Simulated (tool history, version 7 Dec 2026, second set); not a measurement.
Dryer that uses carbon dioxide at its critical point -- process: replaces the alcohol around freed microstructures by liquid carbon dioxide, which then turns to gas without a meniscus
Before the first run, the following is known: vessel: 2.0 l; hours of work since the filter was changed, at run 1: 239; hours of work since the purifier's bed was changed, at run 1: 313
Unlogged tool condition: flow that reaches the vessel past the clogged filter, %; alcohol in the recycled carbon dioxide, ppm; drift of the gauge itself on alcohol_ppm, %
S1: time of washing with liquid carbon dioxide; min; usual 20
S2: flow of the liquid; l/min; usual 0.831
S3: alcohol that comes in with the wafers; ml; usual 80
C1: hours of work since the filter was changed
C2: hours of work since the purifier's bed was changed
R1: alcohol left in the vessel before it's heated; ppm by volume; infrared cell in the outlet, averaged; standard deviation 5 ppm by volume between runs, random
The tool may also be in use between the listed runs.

run	hour	S1	S2	S3	C1	C2	R1
1	0.0	20	0.831	80	239	313	99
2	20.1	20	0.831	48	247	322	93
3	30.3	20	0.831	48	252	326	91
4	46.3	30	0.831	48	259	333	74
5	66.2	30	0.831	48	267	341	79
6	86.4	20	0.831	80	276	350	110
7	96.1	13	0.831	80	280	354	471
8	107.8	20	0.521	80	285	359	602
9	116.5	20	0.521	80	289	363	602
10	133.6	20	0.521	80	296	370	586
11	150.2	20	0.521	80	303	377	609
12	160.9	20	0.521	80	308	382	603
13	176.1	20	0.831	63	314	389	123
14	194.0	20	0.831	63	322	396	120
15	213.7	20	0.831	63	330	405	119
16	225.2	20	1.056	63	335	410	99
17	234.7	20	0.831	80	339	414	121
18	246.6	20	0.831	80	345	419	137
19	264.6	20	0.831	80	352	427	128
20	278.6	20	0.831	80	358	433	135
21	289.2	20	0.831	80	363	437	123
22	301.6	20	0.831	80	368	442	133
23	320.1	31	0.834	80	376	450	98
24	335.9	12	0.538	80	383	457	2848
25	348.8	12	0.538	80	388	463	2864
26	364.2	22	0.757	65	395	469	138
27	383.3	20	0.757	31	403	478	140
28	393.0	20	0.945	38	407	482	116
29	403.5	20	0.945	38	412	486	121
30	422.8	14	0.831	80	420	495	421
31	439.5	20	1.023	80	427	502	117
32	453.3	20	1.086	89	433	508	118
33	461.5	20	0.831	73	437	511	145
# hour 468.8: inlet filter changed
34	480.4	20	1.224	80	5	519	118
35	499.4	19	1.224	41	13	527	120
36	517.5	19	1.224	41	21	535	128
37	531.8	19	1.224	41	27	541	115
38	546.9	19	1.224	41	34	547	127
39	557.9	15	0.667	27	38	552	293
40	578.0	14	0.667	58	47	561	614
41	596.9	14	0.667	58	55	569	618
42	610.9	24	1.016	71	61	575	136
43	620.4	20	1.274	113	65	579	126
44	640.4	27	0.566	26	74	588	146

Measured result minus the same run's result without the hidden state. Both carry the same run-to-run variation, though not necessarily the same gauge scatter:
run	R1
1	+74
2	+74
3	+75
4	+74
5	+72
6	+84
7	+152
8	+176
9	+176
10	+179
11	+185
12	+183
13	+93
14	+93
15	+95
16	+89
17	+99
18	+101
19	+101
20	+107
21	+103
22	+105
23	+98
24	+525
25	+535
26	+109
27	+110
28	+107
29	+105
30	+195
31	+111
32	+109
33	+120
34	+108
35	+110
36	+115
37	+114
38	+119
39	+123
40	+144
41	+149
42	+124
43	+120
44	+126

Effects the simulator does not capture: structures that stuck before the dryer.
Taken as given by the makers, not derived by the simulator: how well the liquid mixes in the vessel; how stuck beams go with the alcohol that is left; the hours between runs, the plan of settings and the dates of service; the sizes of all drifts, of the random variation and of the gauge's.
